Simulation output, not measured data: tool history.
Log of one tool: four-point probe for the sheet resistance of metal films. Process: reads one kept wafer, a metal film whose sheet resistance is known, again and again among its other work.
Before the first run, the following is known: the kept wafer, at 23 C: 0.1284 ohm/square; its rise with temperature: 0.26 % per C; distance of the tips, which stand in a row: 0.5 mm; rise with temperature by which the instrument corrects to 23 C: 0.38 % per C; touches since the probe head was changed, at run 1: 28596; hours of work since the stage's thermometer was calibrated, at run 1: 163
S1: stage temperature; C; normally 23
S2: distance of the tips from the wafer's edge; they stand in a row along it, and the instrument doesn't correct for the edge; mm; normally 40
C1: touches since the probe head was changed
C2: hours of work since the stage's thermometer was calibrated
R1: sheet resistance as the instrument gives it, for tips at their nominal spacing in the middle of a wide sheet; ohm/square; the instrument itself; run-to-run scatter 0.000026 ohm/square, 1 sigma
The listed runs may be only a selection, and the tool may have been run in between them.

| run | hour | S1 | S2 | C1 | C2 | R1 |
|---|---|---|---|---|---|---|
| 1 | 0.0 | 23 | 40 | 28596 | 163 | 0.128697 |
| 2 | 51.3 | 23 | 40 | 29789 | 194 | 0.128654 |
| 3 | 78.7 | 23 | 40 | 30427 | 211 | 0.128645 |
| 4 | 115.0 | 33 | 40 | 31270 | 233 | 0.127202 |
| 5 | 151.8 | 33 | 40 | 32127 | 256 | 0.127187 |
| 6 | 194.4 | 23 | 40 | 33117 | 282 | 0.128669 |
| 7 | 242.5 | 23 | 40 | 34236 | 311 | 0.128628 |
| 8 | 271.9 | 27 | 40 | 34920 | 329 | 0.128006 |
| 9 | 320.3 | 27 | 40 | 36045 | 358 | 0.127958 |
| 10 | 354.2 | 27 | 40 | 36834 | 379 | 0.128036 |
| 11 | 379.5 | 18 | 10 | 37422 | 394 | 0.129611 |
| 12 | 407.5 | 18 | 10 | 38074 | 411 | 0.129563 |
| 13 | 441.3 | 20 | 8 | 38859 | 432 | 0.129370 |
| 14 | 478.2 | 34 | 45 | 39717 | 454 | 0.126978 |
| 15 | 509.2 | 30 | 18 | 40438 | 473 | 0.127618 |
| 16 | 550.1 | 31 | 5 | 41389 | 498 | 0.128120 |
| 17 | 594.1 | 18 | 9 | 42414 | 525 | 0.129571 |

Pick out some run-to-run changes in R1. Of each, how much would a tool without hidden state show as well, from the settings, what came in and chance, and how much is left for the hidden state and any gauge scatter not in both results compared?
The tool's hidden condition here consists of: inner tips' distance over the nominal, %; tips' flats over new ones', %; wafer's true temperature over the reading, C; drift of the gauge itself on sheet_ohm, %.
Run 13 -> 14: S1 20 -> 34, S2 8 -> 45. R1 -0.002392 ohm/square: hidden state -0.000009, all else -0.002383.

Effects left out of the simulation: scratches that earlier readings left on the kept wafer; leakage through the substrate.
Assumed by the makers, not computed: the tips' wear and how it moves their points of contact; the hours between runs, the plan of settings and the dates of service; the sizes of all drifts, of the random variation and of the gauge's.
